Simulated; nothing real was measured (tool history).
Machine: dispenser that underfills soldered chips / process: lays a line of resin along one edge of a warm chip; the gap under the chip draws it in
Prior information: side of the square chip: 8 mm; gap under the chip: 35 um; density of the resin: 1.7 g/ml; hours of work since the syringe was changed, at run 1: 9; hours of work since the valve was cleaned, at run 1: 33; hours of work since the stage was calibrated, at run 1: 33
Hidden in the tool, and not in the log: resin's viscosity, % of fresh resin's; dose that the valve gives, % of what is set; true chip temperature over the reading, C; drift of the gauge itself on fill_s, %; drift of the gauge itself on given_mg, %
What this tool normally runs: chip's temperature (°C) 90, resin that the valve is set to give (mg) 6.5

run,day,chip's temperature (°C),resin that the valve is set to give (mg),hours of work since the syringe was changed,hours of work since the valve was cleaned,hours of work since the stage was calibrated,time until the resin shows at the far edge (s),resin that the valve gave (mg)
1,0,90,6.5,9,33,33,139.8,6.37
# day 0.042: new syringe of resin
2,0.112,90,6.5,1,35,35,99.7,6.32
3,0.246,90,6.5,4,37,37,108.5,6.32
4,0.421,76,6.5,7,41,41,214.3,6.33
# day 0.562: new syringe of resin
5,0.604,90,8.19,1,44,44,98.5,7.93
# day 0.767: dispensing valve cleaned and set on the balance
6,0.854,90,8.19,5,2,48,114.8,8.12
7,0.996,90,8.19,7,4,51,126.4,8.2
8,1.083,90,6.5,9,6,52,141.6,6.45
# day 1.121: new syringe of resin
9,1.283,90,5.52,3,9,56,108.6,5.48
10,1.479,80,7.02,7,13,59,177.7,6.9
# day 1.629: new syringe of resin
11,1.629,98,6.6,0,16,62,71.2,6.54
12,1.808,77,7.69,3,19,65,175.5,7.55
13,1.975,77,7.69,6,22,69,196.5,7.54
14,2.096,94,7.97,9,25,71,119.5,7.78
# day 2.154: new syringe of resin
15,2.242,104,7.1,2,27,73,63.4,6.96
16,2.371,82,6.37,4,30,76,151.2,6.2
17,2.538,82,6.37,7,33,79,171.3,6.19
18,2.629,100,7.41,9,34,81,99.4,7.18

Alternative continuations, all from the tool just after run 18; predict every row:
# day 2.662: new syringe of resin
A,2.758,83,7.3,2,37,83,?,?
# day 2.662: new syringe of resin
B,2.758,90,6.43,2,37,83,?,?
# day 2.662: new syringe of resin
C,2.758,88,7.41,2,37,83,?,?
# day 2.662: new syringe of resin
D,2.758,100,7.71,2,37,83,?,?

run,time until the resin shows at the far edge (s),resin that the valve gave (mg)
A,130.4,7.15
B,105.1,6.25
C,113.1,7.18
D,74.7,7.47
With the hidden condition removed and each run's random variation left untouched, the same runs would have given:
run,time until the resin shows at the far edge (s),resin that the valve gave (mg)
A,119.5,7.36
B,96.2,6.44
C,103.7,7.4
D,68.4,7.69
